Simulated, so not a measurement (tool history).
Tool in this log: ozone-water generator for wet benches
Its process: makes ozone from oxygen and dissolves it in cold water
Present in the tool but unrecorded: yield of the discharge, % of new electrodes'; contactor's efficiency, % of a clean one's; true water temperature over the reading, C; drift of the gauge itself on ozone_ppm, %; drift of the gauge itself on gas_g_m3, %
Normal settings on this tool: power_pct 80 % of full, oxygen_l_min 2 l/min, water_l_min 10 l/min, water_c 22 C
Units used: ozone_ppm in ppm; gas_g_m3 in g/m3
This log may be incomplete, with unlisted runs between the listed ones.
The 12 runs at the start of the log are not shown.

| run | hour | power_pct | oxygen_l_min | water_l_min | water_c | hours of work since the electrodes were changed | hours of work since the contactor was cleaned | hours of work since the thermometer was calibrated | ozone_ppm | gas_g_m3 |
|---|---|---|---|---|---|---|---|---|---|---|
| 13 | 1881.2 | 80 | 2 | 10 | 16 | 7823 | 2343 | 1173 | 19.7 | 266.7 |
| 14 | 1984.4 | 80 | 2 | 11 | 22 | 7896 | 2417 | 1246 | 16.6 | 266.4 |
| 15 | 2212 | 80 | 1.05 | 10 | 22 | 8057 | 2578 | 1408 | 16.5 | 368.3 |
| 16 | 2346.6 | 80 | 1.05 | 10 | 22 | 8152 | 2673 | 1503 | 16.4 | 363.6 |
| 17 | 2458.5 | 80 | 1.12 | 10 | 22 | 8231 | 2752 | 1582 | 16.6 | 353.5 |
|  | 2474.7 | contactor cleaned |
| 18 | 2586.3 | 100 | 2.91 | 10 | 19 | 8319 | 79 | 1670 | 22.4 | 257.8 |
| 19 | 2773.8 | 75 | 1.77 | 10 | 22 | 8452 | 212 | 1802 | 16.5 | 269.5 |
| 20 | 2877.1 | 75 | 1.77 | 10 | 22 | 8525 | 285 | 1876 | 16.6 | 270.4 |
| 21 | 2999.3 | 75 | 1.77 | 10 | 22 | 8611 | 371 | 1962 | 16.8 | 265.7 |
| 22 | 3196.9 | 75 | 1.77 | 10 | 22 | 8751 | 511 | 2102 | 16.5 | 268.8 |
|  | 3388.4 | contactor cleaned, once more |
| 23 | 3410.5 | 54 | 2.58 | 9 | 17 | 8900 | 16 | 2250 | 17.2 | 175.7 |
| 24 | 3535.2 | 66 | 1.14 | 9 | 27 | 8988 | 104 | 2339 | 15.9 | 305.4 |
| 25 | 3635.5 | 81 | 1.09 | 8 | 15 | 9059 | 175 | 2410 | 23.4 | 360.6 |
| 26 | 3755.8 | 81 | 1.09 | 7 | 19 | 9144 | 260 | 2495 | 25.7 | 365.2 |
| 27 | 3969.3 | 81 | 1.09 | 7 | 19 | 9295 | 411 | 2646 | 25.8 | 358.2 |
| 28 | 4146.4 | 81 | 1.09 | 7 | 19 | 9421 | 537 | 2771 | 26.2 | 358.1 |
| 29 | 4331.2 | 84 | 1.39 | 12 | 18 | 9552 | 668 | 2902 | 15.2 | 323.1 |
| 30 | 4452 | 80 | 2 | 10 | 26 | 9637 | 753 | 2988 | 17.2 | 261.4 |
| 31 | 4618.8 | 80 | 2 | 10 | 26 | 9755 | 871 | 3106 | 17.2 | 261 |
| 32 | 4837.2 | 80 | 2 | 10 | 26 | 9910 | 1026 | 3260 | 17.3 | 258.7 |
| 33 | 4962.4 | 80 | 1 | 10 | 19 | 9998 | 1114 | 3349 | 16.7 | 369.3 |

4 options for the next run, each taken on its own from the tool as it stands now. Forecast them:
| A | 5086.5 | 80 | 1 | 10 | 14 | 10086 | 1202 | 3437 | ? | ? |
| B | 5086.5 | 77 | 1.19 | 9 | 19 | 10086 | 1202 | 3437 | ? | ? |
| C | 5086.5 | 80 | 1.35 | 10 | 19 | 10086 | 1202 | 3437 | ? | ? |
| D | 5086.5 | 80 | 1 | 9 | 25 | 10086 | 1202 | 3437 | ? | ? |

| run | ozone_ppm | gas_g_m3 |
|---|---|---|
| A | 17.4 | 367.4 |
| B | 19 | 328.3 |
| C | 17.7 | 316.3 |
| D | 17.6 | 367.7 |
Take away the tool's hidden state, keep each run's random variation, and the runs would have read:
| run | ozone_ppm | gas_g_m3 |
|---|---|---|
| A | 19.7 | 408.8 |
| B | 21.4 | 364.4 |
| C | 20 | 351.9 |
| D | 19.9 | 409.2 |
